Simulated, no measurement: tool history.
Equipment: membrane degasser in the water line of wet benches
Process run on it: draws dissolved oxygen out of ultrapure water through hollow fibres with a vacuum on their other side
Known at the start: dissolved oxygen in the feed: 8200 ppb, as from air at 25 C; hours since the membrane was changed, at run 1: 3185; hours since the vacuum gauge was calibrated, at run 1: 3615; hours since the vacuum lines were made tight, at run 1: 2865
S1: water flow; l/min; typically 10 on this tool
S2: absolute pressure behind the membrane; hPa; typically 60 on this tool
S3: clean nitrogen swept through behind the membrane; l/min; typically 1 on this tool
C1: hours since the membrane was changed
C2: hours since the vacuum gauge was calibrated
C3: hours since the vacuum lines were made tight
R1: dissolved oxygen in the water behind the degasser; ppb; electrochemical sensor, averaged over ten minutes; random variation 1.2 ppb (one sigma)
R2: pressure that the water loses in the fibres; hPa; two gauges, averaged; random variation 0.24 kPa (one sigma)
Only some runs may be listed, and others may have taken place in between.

run 1 hour=0 | S1=10 S2=60 S3=1 | C1=3185 C2=3615 C3=2865 | R1=134.1 R2=641.4
run 2 hour=54.1 | S1=10 S2=60 S3=0.73 | C1=3239 C2=3669 C3=2919 | R1=157.6 R2=639
run 3 hour=119.5 | S1=10 S2=60 S3=0.73 | C1=3305 C2=3735 C3=2984 | R1=152.7 R2=645.6
run 4 hour=157.7 | S1=10 S2=71.2 S3=1 | C1=3343 C2=3773 C3=3022 | R1=161.4 R2=636.3
run 5 hour=210.8 | S1=10 S2=90.6 S3=1 | C1=3396 C2=3826 C3=3075 | R1=209.6 R2=643.7
run 6 hour=250.2 | S1=10 S2=60 S3=1 | C1=3435 C2=3865 C3=3115 | R1=134 R2=640.6
run 7 hour=326 | S1=10 S2=60 S3=1 | C1=3511 C2=3941 C3=3191 | R1=135.2 R2=640.7
run 8 hour=365.1 | S1=11 S2=60 S3=1 | C1=3550 C2=3980 C3=3230 | R1=162.7 R2=710.1
run 9 hour=402.6 | S1=11 S2=60 S3=1 | C1=3588 C2=4018 C3=3267 | R1=162.6 R2=709.3
run 10 hour=445.3 | S1=11 S2=60 S3=1 | C1=3630 C2=4060 C3=3310 | R1=164.4 R2=706.9
run 11 hour=511.3 | S1=11 S2=60 S3=1 | C1=3696 C2=4126 C3=3376 | R1=164.3 R2=705.8
run 12 hour=583.8 | S1=11 S2=60 S3=1 | C1=3769 C2=4199 C3=3448 | R1=164.4 R2=705.3
run 13 hour=636.4 | S1=11 S2=60 S3=1 | C1=3822 C2=4252 C3=3501 | R1=164.8 R2=705.3
run 14 hour=675.4 | S1=11 S2=60 S3=1 | C1=3861 C2=4291 C3=3540 | R1=167.2 R2=706.8
run 15 hour=720.8 | S1=10 S2=60 S3=0.42 | C1=3906 C2=4336 C3=3585 | R1=226.5 R2=648.9
run 16 hour=785.7 | S1=10 S2=60 S3=1 | C1=3971 C2=4401 C3=3650 | R1=136.3 R2=646.3
run 17 hour=836.7 | S1=10 S2=60 S3=1 | C1=4022 C2=4452 C3=3701 | R1=138.5 R2=648.7
run 18 hour=909.8 | S1=11 S2=45.6 S3=1.13 | C1=4095 C2=4525 C3=3775 | R1=126.1 R2=714.9
run 19 hour=959.8 | S1=16 S2=45.6 S3=1.13 | C1=4145 C2=4575 C3=3824 | R1=287.9 R2=1035.2
run 20 hour=1029.3 | S1=14 S2=60 S3=0.52 | C1=4214 C2=4644 C3=3894 | R1=343.2 R2=905.5
run 21 hour=1091.6 | S1=10 S2=77.4 S3=2.4 | C1=4277 C2=4707 C3=3956 | R1=117.3 R2=650
run 22 hour=1139.2 | S1=10 S2=77.4 S3=2.4 | C1=4324 C2=4754 C3=4004 | R1=119.2 R2=646.8

Run 23, settings as shown, results not yet in. Your forecast:
run 23 hour=1191 | S1=10 S2=86.5 S3=0.78 | C1=4376 C2=4806 C3=4056 | R1=? R2=?

{"run 23": {"R1": 243, "R2": 652.9}}
The same run, on a tool lacking any hidden state, would have yielded R1 207.8 ppb, R2 614.3 hPa.
